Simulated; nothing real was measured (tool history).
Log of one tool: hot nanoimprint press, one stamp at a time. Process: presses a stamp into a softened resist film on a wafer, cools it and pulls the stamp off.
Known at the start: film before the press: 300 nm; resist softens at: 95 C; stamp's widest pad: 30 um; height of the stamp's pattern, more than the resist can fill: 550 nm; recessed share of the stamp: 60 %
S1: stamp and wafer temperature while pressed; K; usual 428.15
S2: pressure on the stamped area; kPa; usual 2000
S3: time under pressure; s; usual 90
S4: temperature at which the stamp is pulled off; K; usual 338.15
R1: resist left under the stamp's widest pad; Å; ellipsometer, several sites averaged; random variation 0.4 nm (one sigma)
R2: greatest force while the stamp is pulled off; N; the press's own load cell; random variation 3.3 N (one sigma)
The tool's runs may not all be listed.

run 1 hour=0.0 | S1=428.15 S2=2000 S3=90 S4=338.15 | R1=1161 R2=154
run 2 hour=26.3 | S1=428.15 S2=2000 S3=90 S4=338.15 | R1=1161 R2=160
run 3 hour=55.8 | S1=428.15 S2=2000 S3=90 S4=338.15 | R1=1156 R2=154
run 4 hour=91.3 | S1=428.15 S2=2000 S3=90 S4=345.15 | R1=1149 R2=130
run 5 hour=125.9 | S1=428.15 S2=2000 S3=90 S4=345.15 | R1=1145 R2=136
run 6 hour=157.1 | S1=428.15 S2=2000 S3=90 S4=345.15 | R1=1147 R2=134
run 7 hour=193.6 | S1=428.15 S2=2400 S3=90 S4=345.15 | R1=1018 R2=133
run 8 hour=224.4 | S1=428.15 S2=2400 S3=90 S4=345.15 | R1=1016 R2=133
run 9 hour=245.0 | S1=428.15 S2=2400 S3=90 S4=345.15 | R1=1022 R2=133
run 10 hour=284.6 | S1=428.15 S2=2400 S3=90 S4=345.15 | R1=1017 R2=139
run 11 hour=306.5 | S1=418.15 S2=2400 S3=90 S4=345.15 | R1=1614 R2=137
run 12 hour=340.0 | S1=418.15 S2=2400 S3=133 S4=334.15 | R1=1426 R2=173
-- hour=351.6 gauge calibrated
-- hour=360.4 stamp cleaned and given a new release coat
run 13 hour=362.9 | S1=418.15 S2=2400 S3=133 S4=334.15 | R1=1463 R2=174
run 14 hour=386.9 | S1=439.15 S2=1740 S3=156 S4=344.15 | R1=630 R2=140
run 15 hour=404.9 | S1=437.15 S2=1740 S3=156 S4=344.15 | R1=687 R2=139
run 16 hour=433.9 | S1=437.15 S2=3040 S3=141 S4=344.15 | R1=510 R2=135

Forecast run 17:
run 17 hour=468.0 | S1=417.15 S2=2070 S3=176 S4=338.15 | R1=? R2=?

R1: 1503 Å
R2: 154 N
Without the tool's hidden state the same run would have given R1 1516 Å, R2 154 N.
